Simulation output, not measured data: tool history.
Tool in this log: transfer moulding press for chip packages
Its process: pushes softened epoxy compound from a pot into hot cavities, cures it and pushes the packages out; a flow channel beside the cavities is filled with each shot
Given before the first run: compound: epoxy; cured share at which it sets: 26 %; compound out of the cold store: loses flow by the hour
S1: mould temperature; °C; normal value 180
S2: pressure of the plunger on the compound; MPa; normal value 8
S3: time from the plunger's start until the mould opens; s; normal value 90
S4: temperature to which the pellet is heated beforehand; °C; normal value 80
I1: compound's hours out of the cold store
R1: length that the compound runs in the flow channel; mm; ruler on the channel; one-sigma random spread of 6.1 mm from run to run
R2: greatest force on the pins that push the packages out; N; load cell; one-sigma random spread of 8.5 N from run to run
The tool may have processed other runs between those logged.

run     day   S1    S2   S3  S4    I1   R1   R2
  1       0  180     8   90  80  18.9  680  376
  2   0.925  180     8   90  80  41.1  637  367
  3   1.371  180     8   90  80     9  718  376
      1.838  -- cavities cleaned with cleaning compound and waxed
  4   2.154  180     8   90  80  29.8  654  373
  5   2.892  180     8   85  80  22.2  673  442
      3.846  -- plunger's sealing rings changed
      3.908  -- cavities cleaned with cleaning compound and waxed
  6   3.954  180     8   85  80  34.7  654  410
  7   4.733  180     8   85  80  45.7  641  419
  8   5.379  180  8.47   90  80   9.8  727  387
        5.9  -- cavities cleaned with cleaning compound and waxed
  9   6.079  180  8.47   90  80  24.3  703  373
 10   7.079  180  8.47   90  80    16  709  384
 11   7.629  180  8.47   90  80  25.2  685  374
      7.846  -- cavities cleaned with cleaning compound and waxed
 12   8.225  180     8   90  80  45.7  619  377
 13   8.888  180     8   90  80  16.5  678  372
 14   9.317  180     8   90  80  36.4  649  395
      9.829  -- cavities cleaned with cleaning compound and waxed
 15  10.238  180     8   90  80  14.3  690  373
 16  11.179  180     8  108  80   8.5  706  311
     11.783  -- cavities cleaned with cleaning compound and waxed
 17  12.246  186     8   90  75   9.1  700  331
 18   13.05  186     8   90  75  13.7  682  329
     13.725  -- cavities cleaned with cleaning compound and waxed
 19   13.85  186     8   90  75  17.3  668  328
 20  14.783  179     8  101  80  19.4  680  331
 21  15.242  186  6.14   90  80  41.1  543  323
     15.671  -- cavities cleaned with cleaning compound and waxed
 22  16.138  178     8   74  80  23.1  675  633
 23  16.667  178     8   74  80  37.2  647  623
 24  17.204  178     8   74  80  26.3  671  659
     17.617  -- cavities cleaned with cleaning compound and waxed
 25  18.033  178     8   74  80  33.3  649  654
 26  18.567  178     8  118  89  21.2  672  323
     19.221  -- plunger's sealing rings changed
 27  19.317  178     8  118  89  11.6  696  318
     19.646  -- cavities cleaned with cleaning compound and waxed
 28  19.892  180     8   89  77  45.9  613  371

3 ways to go on from here, each from the tool as it stands after run 28. What would each give?
  A  20.496  187   8   90  79  44.3   ?   ?
  B  20.496  177   8   80  83  28.5   ?   ?
  C  20.496  180   8  107  76  16.6   ?   ?

run   R1   R2
  A  626  316
  B  674  571
  C  696  326
Without the tool's hidden state the same runs would have given:
run   R1   R2
  A  626  314
  B  674  568
  C  696  324
